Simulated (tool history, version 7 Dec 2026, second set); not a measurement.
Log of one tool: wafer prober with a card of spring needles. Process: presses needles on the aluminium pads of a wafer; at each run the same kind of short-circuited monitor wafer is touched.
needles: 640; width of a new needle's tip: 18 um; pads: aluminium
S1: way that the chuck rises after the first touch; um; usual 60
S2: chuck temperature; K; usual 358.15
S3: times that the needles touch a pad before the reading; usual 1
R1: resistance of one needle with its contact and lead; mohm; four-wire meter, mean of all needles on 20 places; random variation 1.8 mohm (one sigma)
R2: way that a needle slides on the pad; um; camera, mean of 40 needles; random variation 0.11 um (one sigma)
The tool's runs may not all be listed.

run,hour,S1,S2,S3,R1,R2
1,0.0,60,358.15,1,240,16.40
# hour 2.2: tips cleaned on abrasive film
2,12.7,60,350.15,1,271,16.26
# hour 16.7: tips cleaned on abrasive film
3,27.2,60,350.15,1,237,16.15
# hour 31.3: tips cleaned on abrasive film
4,43.2,60,350.15,1,236,16.26
# hour 45.1: tips cleaned on abrasive film
# hour 59.2: tips cleaned on abrasive film
5,59.6,60,350.15,1,190,16.32
# hour 74.2: tips cleaned on abrasive film
6,75.1,60,350.15,1,203,16.26
# hour 87.6: tips cleaned on abrasive film
7,93.3,60,350.15,1,219,16.24
# hour 102.4: tips cleaned on abrasive film
8,110.8,60,353.15,1,230,16.14
# hour 116.4: tips cleaned on abrasive film
9,128.0,60,353.15,1,239,16.18
# hour 130.2: tips cleaned on abrasive film
# hour 132.5: tips cleaned on abrasive film, once more
# hour 146.7: tips cleaned on abrasive film
10,146.8,70,304.15,1,177,18.85
11,156.1,69,345.15,3,193,18.34
# hour 160.4: tips cleaned on abrasive film
12,170.7,42,345.15,1,302,10.99
# hour 173.7: tips cleaned on abrasive film
# hour 187.4: tips cleaned on abrasive film
13,193.4,42,345.15,1,271,11.02
# hour 202.0: tips cleaned on abrasive film
14,204.5,62,374.15,1,214,16.68
# hour 215.3: tips cleaned on abrasive film
15,218.6,62,374.15,1,211,16.30
# hour 229.1: tips cleaned on abrasive film
16,232.8,62,374.15,1,213,16.44
# hour 242.7: tips cleaned on abrasive film
17,254.5,73,348.15,1,221,19.34
# hour 256.2: tips cleaned on abrasive film
# hour 269.4: tips cleaned on abrasive film
18,271.0,60,364.15,1,203,15.62

Forecast each of these 4 alternatives for the next run:
# hour 283.0: tips cleaned on abrasive film
A,291.1,73,300.15,1,?,?
# hour 283.0: tips cleaned on abrasive film
B,291.1,44,315.15,1,?,?
# hour 283.0: tips cleaned on abrasive film
C,291.1,78,358.15,1,?,?
# hour 283.0: tips cleaned on abrasive film
D,291.1,51,383.15,3,?,?

run,R1,R2
A,206,19.37
B,281,11.18
C,210,20.83
D,217,13.37
Without the tool's hidden state the same runs would have given:
run,R1,R2
A,169,20.14
B,185,11.94
C,181,21.61
D,191,14.15

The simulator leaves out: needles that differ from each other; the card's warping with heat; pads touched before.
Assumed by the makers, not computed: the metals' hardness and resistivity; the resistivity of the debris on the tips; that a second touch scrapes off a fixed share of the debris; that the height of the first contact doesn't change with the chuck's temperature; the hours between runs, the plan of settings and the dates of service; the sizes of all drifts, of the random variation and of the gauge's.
